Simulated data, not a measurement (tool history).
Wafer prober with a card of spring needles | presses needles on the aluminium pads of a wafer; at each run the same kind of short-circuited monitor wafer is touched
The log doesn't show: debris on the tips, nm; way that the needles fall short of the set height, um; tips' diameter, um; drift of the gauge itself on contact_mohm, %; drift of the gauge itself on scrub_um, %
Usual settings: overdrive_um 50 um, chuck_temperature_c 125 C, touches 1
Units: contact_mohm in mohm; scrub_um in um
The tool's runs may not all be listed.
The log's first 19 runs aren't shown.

run	day	overdrive_um	chuck_temperature_c	touches	touches since the tips were cleaned	cleanings since the card got new needles	touches since the first contact's height was set	contact_mohm	scrub_um
20	21.650	46	112	2	5189	21	93533	189	9.68
# day 22.433: tips cleaned on abrasive film
21	22.946	46	112	2	2510	22	99880	185	9.62
22	23.958	63	32	1	7489	22	104859	179	13.28
# day 24.279: tips cleaned on abrasive film
23	24.783	50	32	1	2499	23	108917	184	10.47
24	25.512	35	84	2	6079	23	112497	215	7.21
# day 26.138: tips cleaned on abrasive film
# day 26.642: height of the first contact set anew
25	26.812	35	56	2	3262	24	853	199	7.52
26	27.604	70	125	1	7161	24	4752	183	15.03
# day 27.988: tips cleaned on abrasive film
27	28.967	64	74	2	4828	25	11427	170	13.71
# day 29.817: tips cleaned on abrasive film
28	30.067	50	54	3	1238	26	16829	162	10.69
29	31.529	52	92	3	8425	26	24016	177	11.10
# day 31.650: tips cleaned on abrasive film
30	32.821	37	92	1	5756	27	30348	230	7.90
# day 33.517: tips cleaned on abrasive film
31	34.342	37	92	2	4072	28	37830	203	7.82
32	35.004	69	94	2	7327	28	41085	172	14.79
# day 35.371: tips cleaned on abrasive film
33	36.296	69	94	2	4546	29	47415	172	14.69
# day 37.262: tips cleaned on abrasive film
34	37.758	45	44	3	2453	30	54610	171	9.51
35	38.846	45	44	3	7789	30	59946	178	9.50

3 ways to go on from here, each from the tool as it stands after run 35. What would each give?
# day 39.125: tips cleaned on abrasive film
A	39.683	32	114	2	2761	31	64063	?	?
# day 39.125: tips cleaned on abrasive film
B	39.683	60	109	2	2761	31	64063	?	?
# day 39.125: tips cleaned on abrasive film
C	39.683	35	26	1	2761	31	64063	?	?

run	contact_mohm	scrub_um
A	215	6.71
B	176	12.72
C	217	7.37
Without the tool's hidden state the same runs would have given:
run	contact_mohm	scrub_um
A	177	6.87
B	163	12.88
C	157	7.53
